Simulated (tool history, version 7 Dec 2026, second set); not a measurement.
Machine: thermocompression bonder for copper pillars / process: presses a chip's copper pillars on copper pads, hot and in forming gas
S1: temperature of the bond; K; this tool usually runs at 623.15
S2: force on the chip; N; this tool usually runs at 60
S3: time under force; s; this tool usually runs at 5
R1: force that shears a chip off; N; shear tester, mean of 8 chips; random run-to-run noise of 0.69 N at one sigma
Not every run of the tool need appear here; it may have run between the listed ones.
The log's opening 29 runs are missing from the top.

run,day,S1,S2,S3,R1
# day 8.433: force cell calibrated, once more
30,8.633,631.15,60,7,56.3
31,8.829,631.15,61,15,73.3
32,9.088,637.15,37,5,34.9
33,9.342,637.15,37,5,35.6
34,9.700,627.15,41,14,51.4
35,9.988,627.15,41,14,52.2
36,10.188,651.15,51,3,45.5
37,10.450,651.15,51,3,45.0
38,10.754,623.15,57,3,36.8
39,11.158,623.15,57,3,36.9

Below are 3 alternative next runs, each starting from the tool's condition after run 39. Predict each:
A,11.346,600.15,39,12,?
B,11.346,613.15,84,8,?
C,11.346,623.15,60,5,?

run,R1
A,33.9
B,64.1
C,46.7
Without the tool's hidden state the same runs would have given:
run,R1
A,37.9
B,70.1
C,51.7
